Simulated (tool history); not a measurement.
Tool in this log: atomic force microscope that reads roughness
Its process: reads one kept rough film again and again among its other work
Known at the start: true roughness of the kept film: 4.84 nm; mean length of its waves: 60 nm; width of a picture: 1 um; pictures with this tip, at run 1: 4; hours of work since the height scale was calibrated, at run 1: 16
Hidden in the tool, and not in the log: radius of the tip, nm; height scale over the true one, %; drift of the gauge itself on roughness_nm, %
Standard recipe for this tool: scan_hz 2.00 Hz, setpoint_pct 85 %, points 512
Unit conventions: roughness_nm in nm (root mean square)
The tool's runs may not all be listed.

run    hour  scan_hz  setpoint_pct  points  pictures with this tip  hours of work since the height scale was calibrated  roughness_nm
  1     0.0     2.00            85     512                       4                                                   16         4.193
  2    28.8     2.00            85     512                      71                                                   37         4.019
  3    76.7     2.00            85     512                     181                                                   72         3.802
  4   105.1     2.00            85     512                     247                                                   93         3.710
      129.0  -- new tip fitted
  5   137.7     2.00            85     461                      20                                                  116         4.137
  6   177.7     2.00            85     461                     112                                                  145         3.966
  7   233.5     2.00            85     461                     241                                                  186         3.728
      259.5  -- new tip fitted
  8   288.0     2.00            85     461                      66                                                  225         4.058
  9   327.3     2.00            85     461                     156                                                  254         3.859
 10   358.2     2.00            85     512                     227                                                  276         3.781
 11   385.3     2.00            71     512                     290                                                  296         3.814
      391.4  -- new tip fitted
 12   418.4     0.85            71     512                      62                                                  320         4.433
      425.2  -- height scale calibrated on a step standard
 13   479.8     0.85            71     512                     202                                                   40         4.122
 14   509.2     0.85            71     619                     270                                                   61         3.999
      523.5  -- new tip fitted
      543.4  -- height scale calibrated on a step standard, once more
 15   571.3     0.85            71     619                     108                                                   20         4.288
 16   613.0     1.52            76     964                     205                                                   51         3.964
      657.4  -- new tip fitted
 17   662.8     1.52            76     964                      12                                                   87         4.378
 18   726.0     1.52            76     964                     158                                                  133         4.059
 19   754.1     1.52            76     964                     223                                                  153         3.927
      790.9  -- new tip fitted
 20   798.4     1.06            57     482                      17                                                  185         4.514
 21   843.1     3.75            65     695                     120                                                  218         4.068
 22   882.9     2.49            85     995                     212                                                  247         3.673
 23   914.3     1.64            81     878                     285                                                  269         3.728
      923.6  -- new tip fitted
 24   947.0     1.64            81     878                      54                                                  293         4.201
 25   979.9     1.64            81     878                     130                                                  317         4.048
 26  1017.2     2.04            85     489                     216                                                  344         3.745
 27  1047.4     0.52            70     489                     285                                                  366         3.963
     1058.6  -- new tip fitted
 28  1083.9     1.58            85     467                      58                                                  392         4.112
 29  1112.6     2.27            85     376                     125                                                  413         3.875

Consider 5 possible next runs. They are alternatives, not a sequence: every one starts from the tool as it was left by run 29. What does each give?
  A  1147.3     2.55            73     376                     205                                                  438             ?
  B  1147.3     1.01            56     512                     205                                                  438             ?
  C  1147.3     1.25            85     913                     205                                                  438             ?
  D  1147.3     0.98            85     470                     205                                                  438             ?
  E  1147.3     3.03            71     376                     205                                                  438             ?

run  roughness_nm
  A         3.921
  B         4.126
  C         3.931
  D         4.000
  E         3.879
Without the tool's unlogged condition, the same runs would have read:
run  roughness_nm
  A         4.304
  B         4.531
  C         4.316
  D         4.393
  E         4.260
